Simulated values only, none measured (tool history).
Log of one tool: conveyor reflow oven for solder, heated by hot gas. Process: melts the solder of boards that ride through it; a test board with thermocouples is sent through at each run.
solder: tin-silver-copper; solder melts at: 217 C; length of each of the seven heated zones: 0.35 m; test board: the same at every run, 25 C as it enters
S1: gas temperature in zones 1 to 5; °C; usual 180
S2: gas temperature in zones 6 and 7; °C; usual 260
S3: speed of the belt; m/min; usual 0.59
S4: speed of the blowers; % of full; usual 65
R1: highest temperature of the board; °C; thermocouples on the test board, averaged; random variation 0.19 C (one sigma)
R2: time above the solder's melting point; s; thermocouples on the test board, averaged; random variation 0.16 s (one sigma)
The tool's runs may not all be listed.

run	hour	S1	S2	S3	S4	R1	R2
1	0	180	260	0.59	65	240.7	45.7
2	41.5	180	260	0.59	65	240.4	45.4
3	78.2	180	260	0.59	65	240.5	45.4
4	111.2	180	260	0.528	65	243.6	55
5	141.6	180	260	0.528	65	243.6	54.8
# hour 178: flux residue cleaned out of gas plates and filters
6	182.1	180	260	0.59	65	240.7	46.1
7	233.3	180	260	0.59	65	240.5	45.8
# hour 243.2: belt drive overhauled, speed set with a stopwatch
# hour 262.6: thermocouples of zones 6 and 7 changed
8	295.5	174	260	0.59	65	242.3	45.1
9	331.4	174	260	0.59	65	242.4	45.5

The next listed run, before its measurement:
10	384.8	180	260	0.674	56	?	?

{"run 10": {"R1": 236.5, "R2": 33.8}}
Without the tool's hidden state the same run would have given R1 236.6 °C, R2 33.4 s.

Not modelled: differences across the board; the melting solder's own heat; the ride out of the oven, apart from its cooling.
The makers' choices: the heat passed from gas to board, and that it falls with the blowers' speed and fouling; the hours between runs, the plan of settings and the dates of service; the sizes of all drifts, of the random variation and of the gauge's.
